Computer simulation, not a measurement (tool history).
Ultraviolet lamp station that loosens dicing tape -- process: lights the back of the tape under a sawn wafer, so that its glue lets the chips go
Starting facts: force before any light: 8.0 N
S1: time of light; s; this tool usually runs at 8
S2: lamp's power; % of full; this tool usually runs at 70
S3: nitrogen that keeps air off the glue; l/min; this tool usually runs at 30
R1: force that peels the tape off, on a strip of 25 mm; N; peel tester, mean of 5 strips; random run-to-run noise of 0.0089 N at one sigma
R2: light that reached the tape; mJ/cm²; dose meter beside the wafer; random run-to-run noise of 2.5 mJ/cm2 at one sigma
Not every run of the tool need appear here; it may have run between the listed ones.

| run | hour | S1 | S2 | S3 | R1 | R2 |
|---|---|---|---|---|---|---|
| 1 | 0 | 8 | 70 | 30 | 0.546 | 256 |
| 2 | 53 | 8 | 70 | 16 | 0.983 | 248 |
| 3 | 112.7 | 8 | 70 | 16 | 0.983 | 243 |
| 4 | 167.5 | 8 | 70 | 16 | 1.001 | 241 |
| 5 | 223.6 | 8 | 70 | 16 | 1.11 | 236 |
| 6 | 274.2 | 8 | 70 | 16 | 1.099 | 237 |
| 7 | 330.7 | 4 | 70 | 30 | 2.16 | 115 |
| 8 | 365.4 | 4 | 70 | 30 | 2.174 | 113 |
| 9 | 397.7 | 8 | 70 | 19 | 1.033 | 223 |
| 10 | 450.9 | 9 | 70 | 30 | 0.582 | 249 |
| 11 | 486.2 | 5 | 70 | 30 | 1.683 | 132 |
| 12 | 529.6 | 5 | 70 | 30 | 1.745 | 135 |
|  | 549.4 | window cleaned of glue's vapour |
| 13 | 555.6 | 12 | 70 | 30 | 0.286 | 363 |
| 14 | 604.2 | 8 | 70 | 30 | 0.64 | 237 |
| 15 | 648.8 | 5 | 70 | 30 | 1.585 | 149 |
| 16 | 689 | 12 | 70 | 30 | 0.302 | 344 |
| 17 | 729.4 | 12 | 70 | 30 | 0.32 | 343 |
| 18 | 771.6 | 12 | 70 | 30 | 0.328 | 336 |
| 19 | 798 | 12 | 70 | 30 | 0.334 | 329 |
| 20 | 834.1 | 12 | 70 | 30 | 0.338 | 324 |
| 21 | 870.9 | 12 | 70 | 30 | 0.344 | 323 |
| 22 | 907.9 | 12 | 70 | 30 | 0.351 | 316 |
| 23 | 964.1 | 11 | 64 | 31 | 0.493 | 265 |
| 24 | 1002.4 | 11 | 64 | 31 | 0.516 | 259 |
| 25 | 1049.3 | 8 | 72 | 30 | 0.806 | 209 |
| 26 | 1075.9 | 8 | 60 | 40 | 0.934 | 173 |
| 27 | 1112.6 | 8 | 69 | 45 | 0.683 | 198 |
| 28 | 1166.1 | 5 | 83 | 10 | 2.838 | 143 |
| 29 | 1194.1 | 9 | 78 | 55 | 0.396 | 240 |
|  | 1229 | window cleaned of glue's vapour |
| 30 | 1237.9 | 8 | 64 | 27 | 1.021 | 198 |
| 31 | 1299.2 | 13 | 64 | 20 | 0.527 | 309 |
| 32 | 1341.5 | 8 | 89 | 30 | 0.524 | 258 |
| 33 | 1385.4 | 8 | 89 | 30 | 0.546 | 260 |
| 34 | 1444.3 | 8 | 89 | 30 | 0.551 | 248 |
| 35 | 1481.3 | 8 | 89 | 30 | 0.567 | 246 |
| 36 | 1512.3 | 12 | 73 | 17 | 0.611 | 299 |
| 37 | 1555.8 | 12 | 70 | 51 | 0.301 | 281 |
| 38 | 1613.7 | 5 | 82 | 48 | 1.288 | 136 |
| 39 | 1668.4 | 5 | 82 | 48 | 1.357 | 130 |
| 40 | 1702.2 | 6 | 82 | 48 | 0.997 | 158 |
|  | 1723 | lamp changed |
| 41 | 1756.4 | 8 | 81 | 30 | 0.326 | 322 |
| 42 | 1806.5 | 8 | 75 | 30 | 0.424 | 292 |
| 43 | 1862.3 | 15 | 82 | 30 | 0.194 | 587 |

Pick out some run-to-run changes in R1. Of each, how much would a tool without hidden state show as well, from the settings, what came in and chance, and how much is left for the hidden state and any gauge scatter not in both results compared?
What the log doesn't record here: lamp's light, % of a new lamp's; light that the window lets through, % of a clean one's; drift of the gauge itself on peel_n, %; drift of the gauge itself on dose_mj_cm2, %.
Run 12 -> 13: S1 5 -> 12, window cleaned of glue's vapour. R1 -1.459 N: hidden state -0.747, all else -0.712.
Run 27 -> 28: S1 8 -> 5, S2 69 -> 83, S3 45 -> 10. R1 +2.155 N: hidden state +0.874, all else +1.281.
Run 28 -> 29: S1 5 -> 9, S2 83 -> 78, S3 10 -> 55. R1 -2.442 N: hidden state -1.083, all else -1.359.
